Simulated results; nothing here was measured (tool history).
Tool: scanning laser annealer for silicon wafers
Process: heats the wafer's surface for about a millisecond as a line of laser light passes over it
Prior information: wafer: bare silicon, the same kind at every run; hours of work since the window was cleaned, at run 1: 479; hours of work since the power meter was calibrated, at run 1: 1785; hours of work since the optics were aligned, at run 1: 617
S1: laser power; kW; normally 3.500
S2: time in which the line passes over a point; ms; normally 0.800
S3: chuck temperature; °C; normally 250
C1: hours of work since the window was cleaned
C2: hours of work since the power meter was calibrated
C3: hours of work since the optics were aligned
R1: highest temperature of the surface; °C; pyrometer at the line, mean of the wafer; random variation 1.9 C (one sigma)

| run | hour | S1 | S2 | S3 | C1 | C2 | C3 | R1 |
|---|---|---|---|---|---|---|---|---|
| 1 | 0.0 | 3.500 | 0.800 | 250 | 479 | 1785 | 617 | 1035 |
| 2 | 61.9 | 3.293 | 0.800 | 250 | 519 | 1826 | 658 | 980 |
|  | 84.3 | window over the wafer cleaned |
| 3 | 94.8 | 3.293 | 0.800 | 250 | 7 | 1846 | 678 | 1023 |
| 4 | 155.0 | 3.500 | 0.800 | 250 | 46 | 1886 | 718 | 1076 |
| 5 | 195.2 | 3.500 | 0.800 | 250 | 73 | 1912 | 744 | 1073 |
| 6 | 231.2 | 3.500 | 0.800 | 250 | 96 | 1936 | 768 | 1071 |
| 7 | 264.5 | 3.500 | 0.800 | 250 | 118 | 1957 | 790 | 1072 |
|  | 270.3 | laser's power meter calibrated |
| 8 | 302.5 | 3.200 | 0.816 | 227 | 141 | 21 | 813 | 971 |
| 9 | 349.0 | 3.297 | 0.720 | 288 | 172 | 52 | 843 | 1003 |
| 10 | 395.7 | 3.500 | 0.800 | 219 | 202 | 82 | 874 | 1029 |
| 11 | 439.1 | 3.247 | 0.875 | 224 | 231 | 111 | 902 | 997 |
| 12 | 504.5 | 3.247 | 0.875 | 224 | 274 | 154 | 945 | 996 |
|  | 532.6 | laser's power meter calibrated, once more |
| 13 | 547.0 | 2.998 | 0.800 | 250 | 300 | 9 | 971 | 921 |

Alternative continuations, all from the tool just after run 13; predict every row:
| A | 605.0 | 3.801 | 0.800 | 250 | 338 | 47 | 1009 | ? |
| B | 605.0 | 3.334 | 0.941 | 250 | 338 | 47 | 1009 | ? |
| C | 605.0 | 2.998 | 0.897 | 243 | 338 | 47 | 1009 | ? |
| D | 605.0 | 3.024 | 0.922 | 266 | 338 | 47 | 1009 | ? |

| run | R1 |
|---|---|
| A | 1128 |
| B | 1072 |
| C | 951 |
| D | 987 |
With the hidden condition removed and each run's random variation left untouched, the same runs would have given:
| run | R1 |
|---|---|
| A | 1176 |
| B | 1116 |
| C | 990 |
| D | 1026 |

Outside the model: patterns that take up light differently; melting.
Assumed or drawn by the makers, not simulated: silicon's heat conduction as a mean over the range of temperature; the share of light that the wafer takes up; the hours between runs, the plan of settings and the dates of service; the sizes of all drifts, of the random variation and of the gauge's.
